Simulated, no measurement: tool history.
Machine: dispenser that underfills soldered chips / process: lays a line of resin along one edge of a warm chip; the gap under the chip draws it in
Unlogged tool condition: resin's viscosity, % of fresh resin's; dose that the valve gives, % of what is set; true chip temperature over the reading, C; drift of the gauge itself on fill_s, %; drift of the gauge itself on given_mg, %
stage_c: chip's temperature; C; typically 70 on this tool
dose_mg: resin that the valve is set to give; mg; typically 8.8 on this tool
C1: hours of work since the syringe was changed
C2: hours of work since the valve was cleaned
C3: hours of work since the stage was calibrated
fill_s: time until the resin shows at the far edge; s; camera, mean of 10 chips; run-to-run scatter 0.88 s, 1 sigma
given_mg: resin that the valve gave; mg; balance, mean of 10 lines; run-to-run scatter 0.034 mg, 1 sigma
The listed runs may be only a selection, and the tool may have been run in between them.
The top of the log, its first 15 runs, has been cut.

-- hour=58.6 new syringe of resin
run 16 hour=59.3 | stage_c=80 dose_mg=8.8 | C1=0 C2=69 C3=56 | fill_s=51.3 given_mg=8.37
run 17 hour=62.5 | stage_c=80 dose_mg=8.8 | C1=3 C2=71 C3=58 | fill_s=59 given_mg=8.35
run 18 hour=66.9 | stage_c=80 dose_mg=8.8 | C1=6 C2=74 C3=61 | fill_s=69.7 given_mg=8.32
-- hour=71.9 new syringe of resin
run 19 hour=72 | stage_c=80 dose_mg=8.8 | C1=0 C2=78 C3=65 | fill_s=51.8 given_mg=8.36
run 20 hour=77.4 | stage_c=79 dose_mg=8.8 | C1=4 C2=81 C3=68 | fill_s=66.7 given_mg=8.31
run 21 hour=83 | stage_c=84 dose_mg=10.56 | C1=8 C2=85 C3=72 | fill_s=64 given_mg=9.89
-- hour=85.3 new syringe of resin
run 22 hour=88.4 | stage_c=63 dose_mg=8.54 | C1=2 C2=89 C3=76 | fill_s=131.5 given_mg=8.05
run 23 hour=93.5 | stage_c=63 dose_mg=8.54 | C1=6 C2=93 C3=80 | fill_s=160.1 given_mg=8.02
run 24 hour=96.4 | stage_c=61 dose_mg=8.8 | C1=8 C2=95 C3=82 | fill_s=196.2 given_mg=8.23
-- hour=98.4 new syringe of resin
run 25 hour=99.5 | stage_c=61 dose_mg=8.8 | C1=1 C2=97 C3=84 | fill_s=134.5 given_mg=8.2
run 26 hour=103.3 | stage_c=70 dose_mg=9.14 | C1=3 C2=99 C3=86 | fill_s=98.7 given_mg=8.52
run 27 hour=105.6 | stage_c=70 dose_mg=9.14 | C1=5 C2=101 C3=88 | fill_s=105.6 given_mg=8.59
-- hour=108.2 dispensing valve cleaned and set on the balance
run 28 hour=109.1 | stage_c=70 dose_mg=9.14 | C1=7 C2=1 C3=90 | fill_s=115.2 given_mg=9.09
-- hour=112.7 new syringe of resin
run 29 hour=114.1 | stage_c=63 dose_mg=8.71 | C1=1 C2=4 C3=93 | fill_s=122.2 given_mg=8.73
run 30 hour=118 | stage_c=67 dose_mg=8.09 | C1=4 C2=7 C3=96 | fill_s=115.1 given_mg=8.05
run 31 hour=122.5 | stage_c=67 dose_mg=8.09 | C1=7 C2=10 C3=99 | fill_s=136.4 given_mg=7.98
-- hour=126.1 new syringe of resin
run 32 hour=128.3 | stage_c=67 dose_mg=8.09 | C1=2 C2=14 C3=103 | fill_s=102.2 given_mg=8.03
run 33 hour=131.5 | stage_c=70 dose_mg=7.64 | C1=4 C2=16 C3=105 | fill_s=101.3 given_mg=7.54
run 34 hour=136.5 | stage_c=70 dose_mg=7.64 | C1=7 C2=20 C3=109 | fill_s=124.1 given_mg=7.56
-- hour=139.2 new syringe of resin
run 35 hour=141.3 | stage_c=70 dose_mg=10.29 | C1=1 C2=23 C3=112 | fill_s=86.2 given_mg=10.13
run 36 hour=145.1 | stage_c=57 dose_mg=8.07 | C1=4 C2=25 C3=115 | fill_s=199.5 given_mg=7.88
run 37 hour=150.4 | stage_c=62 dose_mg=11.18 | C1=8 C2=29 C3=118 | fill_s=181.3 given_mg=10.98

Consider 3 possible next runs. They are alternatives, not a sequence: every one starts from the tool as it was left by run 37. What does each give?
-- hour=152.4 new syringe of resin
run A hour=155.5 | stage_c=57 dose_mg=9.34 | C1=2 C2=33 C3=122 | fill_s=? given_mg=?
-- hour=152.4 new syringe of resin
run B hour=155.5 | stage_c=70 dose_mg=10.2 | C1=2 C2=33 C3=122 | fill_s=? given_mg=?
-- hour=152.4 new syringe of resin
run C hour=155.5 | stage_c=69 dose_mg=7.89 | C1=2 C2=33 C3=122 | fill_s=? given_mg=?

run=A fill_s=177.8 given_mg=9.21
run=B fill_s=92.4 given_mg=10.06
run=C fill_s=98.2 given_mg=7.68
With the hidden condition removed and each run's random variation left untouched, the same runs would have given:
run=A fill_s=159.2 given_mg=9.4
run=B fill_s=82.7 given_mg=10.26
run=C fill_s=87.7 given_mg=7.84

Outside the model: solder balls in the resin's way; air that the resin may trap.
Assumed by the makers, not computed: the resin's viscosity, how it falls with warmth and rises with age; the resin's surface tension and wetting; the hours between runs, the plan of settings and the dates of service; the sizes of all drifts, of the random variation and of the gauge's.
